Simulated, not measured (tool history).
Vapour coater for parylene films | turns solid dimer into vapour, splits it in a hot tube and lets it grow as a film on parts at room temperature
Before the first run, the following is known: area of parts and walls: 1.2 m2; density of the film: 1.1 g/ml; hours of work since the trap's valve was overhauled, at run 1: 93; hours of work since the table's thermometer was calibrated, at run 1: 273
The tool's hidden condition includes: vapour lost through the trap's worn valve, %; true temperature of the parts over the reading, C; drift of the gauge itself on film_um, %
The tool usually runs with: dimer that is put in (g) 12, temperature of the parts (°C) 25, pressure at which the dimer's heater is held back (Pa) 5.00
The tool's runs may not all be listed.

| run | hour | dimer that is put in (g) | temperature of the parts (°C) | pressure at which the dimer's heater is held back (Pa) | hours of work since the trap's valve was overhauled | hours of work since the table's thermometer was calibrated | thickness of the film (nm) |
|---|---|---|---|---|---|---|---|
| 1 | 0.0 | 12 | 25 | 5.00 | 93 | 273 | 4490 |
| 2 | 26.5 | 12 | 25 | 5.00 | 113 | 293 | 4380 |
| 3 | 47.0 | 12 | 25 | 5.00 | 129 | 309 | 4360 |
| 4 | 74.6 | 12 | 25 | 5.00 | 151 | 330 | 4450 |
| 5 | 98.8 | 12 | 25 | 5.00 | 169 | 349 | 4460 |
| 6 | 126.5 | 12 | 18 | 5.00 | 191 | 371 | 5990 |
| 7 | 152.5 | 12 | 18 | 5.00 | 211 | 391 | 5990 |
| 8 | 180.5 | 12 | 18 | 5.00 | 233 | 412 | 5920 |
| 9 | 199.9 | 12 | 18 | 5.00 | 248 | 427 | 5990 |
| 10 | 225.4 | 12 | 18 | 5.00 | 267 | 447 | 5960 |
| 11 | 260.8 | 12 | 18 | 5.00 | 295 | 475 | 5850 |
|  | 280.6 | trap's valve overhauled |
| 12 | 293.8 | 6 | 18 | 5.00 | 10 | 497 | 2760 |
| 13 | 318.2 | 6 | 18 | 5.00 | 29 | 516 | 2840 |
| 14 | 340.3 | 16 | 25 | 5.00 | 46 | 533 | 5470 |
| 15 | 375.0 | 16 | 25 | 5.00 | 73 | 560 | 5470 |
| 16 | 399.0 | 16 | 25 | 5.00 | 92 | 578 | 5470 |
|  | 423.5 | trap's valve overhauled, once more |
| 17 | 435.8 | 12 | 25 | 5.00 | 9 | 604 | 4620 |
| 18 | 468.6 | 10 | 25 | 5.00 | 35 | 629 | 3750 |
| 19 | 491.9 | 10 | 25 | 5.00 | 53 | 647 | 3810 |
| 20 | 509.3 | 10 | 25 | 5.00 | 66 | 661 | 3820 |
| 21 | 541.8 | 10 | 25 | 5.00 | 92 | 686 | 3800 |
| 22 | 567.0 | 10 | 25 | 5.00 | 111 | 705 | 3830 |
| 23 | 588.1 | 12 | 29 | 5.00 | 127 | 722 | 3780 |
| 24 | 621.4 | 12 | 29 | 5.00 | 153 | 747 | 3770 |
| 25 | 644.9 | 12 | 29 | 5.00 | 171 | 766 | 3750 |
| 26 | 680.4 | 8 | 23 | 5.52 | 199 | 793 | 3180 |
| 27 | 712.8 | 8 | 23 | 5.52 | 224 | 818 | 3180 |
| 28 | 743.9 | 15 | 25 | 10.79 | 248 | 842 | 5220 |
| 29 | 766.4 | 20 | 30 | 10.06 | 265 | 860 | 5530 |
| 30 | 793.6 | 11 | 22 | 9.38 | 286 | 881 | 4370 |
| 31 | 817.6 | 12 | 25 | 3.99 | 305 | 899 | 4400 |
|  | 825.6 | trap's valve overhauled |
| 32 | 852.5 | 7 | 35 | 10.67 | 21 | 923 | 1640 |
| 33 | 870.2 | 7 | 35 | 10.67 | 35 | 937 | 1620 |
| 34 | 896.7 | 11 | 21 | 5.63 | 55 | 957 | 5070 |
| 35 | 926.1 | 8 | 21 | 5.63 | 78 | 980 | 3600 |
| 36 | 950.4 | 7 | 35 | 3.81 | 97 | 999 | 1770 |
| 37 | 972.8 | 7 | 30 | 5.32 | 114 | 1016 | 2170 |
| 38 | 1002.4 | 20 | 25 | 9.15 | 137 | 1039 | 7210 |
| 39 | 1022.2 | 12 | 25 | 2.84 | 152 | 1054 | 4660 |
| 40 | 1037.7 | 12 | 29 | 2.84 | 164 | 1066 | 3840 |
| 41 | 1055.1 | 12 | 29 | 2.84 | 178 | 1080 | 3970 |
| 42 | 1083.2 | 12 | 29 | 2.84 | 199 | 1102 | 3910 |
| 43 | 1111.9 | 12 | 20 | 2.34 | 222 | 1124 | 5870 |
| 44 | 1144.2 | 12 | 35 | 2.34 | 247 | 1149 | 2960 |
| 45 | 1159.7 | 9 | 27 | 2.34 | 258 | 1161 | 3170 |
| 46 | 1182.9 | 9 | 27 | 3.54 | 277 | 1179 | 3080 |
| 47 | 1211.6 | 5 | 25 | 5.00 | 299 | 1201 | 1840 |

Take each entry between the runs: how does the hidden state at the last listed run before it differ from the hidden state at the first listed run after it?
In the gap between runs 11 and 12: trap's valve overhauled (hour 280.6)
  vapour lost through the trap's worn valve, %: 6.9 -> 10.5; true temperature of the parts over the reading, C: -0.23 -> -0.24
  measured less the result without the state, thickness of the film (nm): -370 -> -300
In the gap between runs 16 and 17: trap's valve overhauled, once more (hour 423.5)
  vapour lost through the trap's worn valve, %: 12.3 -> 0.2; true temperature of the parts over the reading, C: -0.29 -> -0.31
  measured less the result without the state, thickness of the film (nm): -690 -> +50
In the gap between runs 31 and 32: trap's valve overhauled (hour 825.6)
  vapour lost through the trap's worn valve, %: 6.7 -> 0.6; true temperature of the parts over the reading, C: -0.48 -> -0.49
  measured less the result without the state, thickness of the film (nm): -210 -> +30

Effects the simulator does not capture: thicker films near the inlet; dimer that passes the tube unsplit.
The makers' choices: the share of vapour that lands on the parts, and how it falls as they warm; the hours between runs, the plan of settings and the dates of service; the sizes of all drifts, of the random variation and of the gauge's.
